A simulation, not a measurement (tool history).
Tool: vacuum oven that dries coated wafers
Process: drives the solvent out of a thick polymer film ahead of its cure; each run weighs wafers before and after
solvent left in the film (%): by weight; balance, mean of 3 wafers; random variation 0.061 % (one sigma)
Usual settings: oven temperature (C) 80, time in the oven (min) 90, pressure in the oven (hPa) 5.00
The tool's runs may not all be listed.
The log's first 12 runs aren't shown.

| run | hour | oven temperature (C) | time in the oven (min) | pressure in the oven (hPa) | solvent left in the film (%) |
|---|---|---|---|---|---|
| 13 | 154.2 | 80 | 90 | 2.81 | 3.29 |
| 14 | 167.4 | 80 | 90 | 2.81 | 3.35 |
| 15 | 178.5 | 80 | 90 | 2.81 | 3.34 |
| 16 | 192.2 | 80 | 90 | 2.81 | 3.38 |
| 17 | 203.4 | 80 | 90 | 2.81 | 3.35 |
| 18 | 221.2 | 68 | 90 | 8.60 | 8.95 |
| 19 | 230.0 | 66 | 156 | 12.95 | 7.16 |
| 20 | 246.8 | 77 | 156 | 12.95 | 2.45 |
| 21 | 260.6 | 77 | 156 | 12.95 | 2.37 |
|  | 263.5 | vacuum gauge cleaned of residue and calibrated |
| 22 | 278.1 | 77 | 156 | 12.95 | 2.50 |
| 23 | 293.3 | 65 | 125 | 12.95 | 8.90 |
|  | 301.9 | vacuum gauge cleaned of residue and calibrated, once more |
| 24 | 307.5 | 80 | 70 | 5.00 | 4.69 |
| 25 | 317.7 | 80 | 46 | 13.13 | 7.28 |
| 26 | 330.7 | 79 | 83 | 5.00 | 4.18 |
| 27 | 346.0 | 89 | 150 | 13.51 | 0.54 |
| 28 | 360.5 | 88 | 79 | 10.11 | 1.59 |
| 29 | 368.6 | 88 | 79 | 17.09 | 1.79 |
| 30 | 385.7 | 88 | 111 | 2.86 | 0.52 |
| 31 | 396.2 | 88 | 88 | 2.86 | 1.09 |
| 32 | 408.2 | 74 | 89 | 5.00 | 6.09 |
| 33 | 420.7 | 80 | 47 | 3.46 | 6.83 |

4 ways to go on from here, each from the tool as it stands after run 33. What would each give?
| A | 434.2 | 84 | 142 | 5.00 | ? |
| B | 434.2 | 66 | 124 | 6.13 | ? |
| C | 434.2 | 89 | 47 | 3.46 | ? |
| D | 434.2 | 85 | 51 | 3.72 | ? |

| run | solvent left in the film (%) |
|---|---|
| A | 0.69 |
| B | 8.12 |
| C | 3.34 |
| D | 4.39 |
Without the tool's hidden state the same runs would have given:
| run | solvent left in the film (%) |
|---|---|
| A | 0.65 |
| B | 8.01 |
| C | 3.25 |
| D | 4.29 |
